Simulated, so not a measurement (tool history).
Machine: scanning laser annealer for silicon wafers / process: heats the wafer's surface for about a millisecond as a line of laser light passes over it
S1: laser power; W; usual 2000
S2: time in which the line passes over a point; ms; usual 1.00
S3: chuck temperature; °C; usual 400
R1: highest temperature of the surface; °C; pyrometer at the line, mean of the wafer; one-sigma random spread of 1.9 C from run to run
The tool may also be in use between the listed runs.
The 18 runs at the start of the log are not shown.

run,hour,S1,S2,S3,R1
19,443.0,2000,1.00,400,1229
20,470.3,2037,0.81,400,1150
21,499.5,2137,0.71,425,1162
22,513.6,2137,0.71,425,1161
23,535.4,2018,1.16,438,1343
24,559.3,2018,1.16,438,1344
25,574.8,2018,1.16,438,1341
26,600.6,2180,1.16,438,1415
27,617.5,2180,1.16,438,1415
28,634.5,2173,0.79,371,1165
29,656.3,1828,1.07,422,1203
30,677.3,1924,0.82,440,1156
31,705.6,1924,0.82,440,1155
32,721.7,2127,1.02,421,1311
33,749.4,2106,0.71,363,1089

Forecast each of these 4 alternatives for the next run:
A,769.3,2000,0.81,400,?
B,769.3,1964,1.14,363,?
C,769.3,2106,1.10,394,?
D,769.3,2106,0.90,430,?

run,R1
A,1143
B,1231
C,1313
D,1253
Had the tool no hidden state, the same runs would have come out as:
run,R1
A,1143
B,1232
C,1313
D,1254

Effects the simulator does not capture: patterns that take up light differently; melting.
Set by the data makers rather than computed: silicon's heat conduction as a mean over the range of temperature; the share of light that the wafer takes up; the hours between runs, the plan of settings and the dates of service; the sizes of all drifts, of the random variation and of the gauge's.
